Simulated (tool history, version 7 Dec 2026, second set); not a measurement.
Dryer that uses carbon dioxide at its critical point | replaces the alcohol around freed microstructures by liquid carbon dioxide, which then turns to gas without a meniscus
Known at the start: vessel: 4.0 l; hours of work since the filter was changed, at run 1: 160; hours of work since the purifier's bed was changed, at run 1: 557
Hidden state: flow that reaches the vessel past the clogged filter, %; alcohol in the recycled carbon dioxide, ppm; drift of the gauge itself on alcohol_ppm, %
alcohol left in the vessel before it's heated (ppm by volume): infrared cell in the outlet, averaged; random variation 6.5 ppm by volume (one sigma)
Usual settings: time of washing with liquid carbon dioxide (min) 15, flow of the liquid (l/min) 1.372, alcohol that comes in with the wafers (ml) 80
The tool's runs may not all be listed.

run	day	time of washing with liquid carbon dioxide (min)	flow of the liquid (l/min)	alcohol that comes in with the wafers (ml)	hours of work since the filter was changed	hours of work since the purifier's bed was changed	alcohol left in the vessel before it's heated (ppm by volume)
1	0.000	15	1.372	80	160	557	525
2	0.721	15	1.372	80	173	570	539
3	1.567	15	1.372	80	188	585	525
4	2.125	15	1.372	80	198	595	560
5	2.983	15	1.372	80	213	610	562
# day 3.592: inlet filter changed
6	3.617	15	1.372	80	0	620	394
7	4.712	15	1.372	80	20	639	413
8	5.846	15	1.500	80	40	659	330
9	6.942	15	1.500	80	59	679	340
10	8.254	15	1.500	80	82	702	360
11	9.021	15	1.372	80	96	715	491
12	9.788	15	1.372	80	109	729	493
13	10.396	15	1.750	80	120	740	261
14	10.962	15	1.372	80	130	750	494
15	12.329	15	1.372	80	154	774	521
16	12.908	15	1.372	80	164	784	540
17	14.304	15	1.372	80	189	809	561
18	15.400	16	1.372	80	208	828	502
19	16.021	16	1.372	80	219	839	485
# day 16.267: inlet filter changed
20	17.396	15	1.372	80	20	862	469
21	17.958	15	1.372	80	30	872	462
22	19.275	10	1.372	80	53	896	1415
23	19.896	10	1.372	80	64	906	1456
24	21.258	10	0.840	103	88	931	5241
25	22.275	10	0.840	103	106	948	5366
26	22.950	11	1.180	108	118	960	2425
27	24.038	15	1.372	63	137	980	486
28	25.375	15	1.372	63	161	1003	519
29	25.954	12	2.210	32	171	1013	248
30	26.783	12	1.780	32	185	1028	334
31	27.508	15	1.760	80	198	1041	346
32	28.075	15	1.760	80	208	1051	344
# day 28.921: inlet filter changed
33	29.112	20	1.200	80	3	1068	352
34	29.825	20	1.200	80	16	1081	353
35	30.458	20	1.200	80	27	1092	365
36	31.054	15	0.940	96	38	1103	1650
37	31.988	15	0.940	96	54	1119	1708
38	32.750	15	1.372	31	68	1133	349
39	33.412	15	2.070	94	79	1144	258
40	34.121	16	2.290	46	92	1157	235
41	34.925	16	2.290	46	106	1171	236
42	36.233	10	2.290	46	129	1194	344
43	37.267	10	1.960	30	147	1212	371
44	38.454	10	1.960	30	168	1233	393
45	39.750	10	1.960	30	191	1256	399

Measured less the same run without the tool's hidden state. The same run-to-run variation is in both; the gauge's scatter may not be:
run	alcohol left in the vessel before it's heated (ppm by volume)
1	+233
2	+247
3	+254
4	+269
5	+282
6	+122
7	+137
8	+142
9	+154
10	+175
11	+201
12	+214
13	+171
14	+226
15	+247
16	+260
17	+281
18	+283
19	+278
20	+182
21	+188
22	+274
23	+301
24	+567
25	+645
26	+530
27	+263
28	+287
29	+209
30	+240
31	+262
32	+264
33	+203
34	+210
35	+214
36	+280
37	+319
38	+232
39	+225
40	+217
41	+226
42	+260
43	+263
44	+276
45	+287

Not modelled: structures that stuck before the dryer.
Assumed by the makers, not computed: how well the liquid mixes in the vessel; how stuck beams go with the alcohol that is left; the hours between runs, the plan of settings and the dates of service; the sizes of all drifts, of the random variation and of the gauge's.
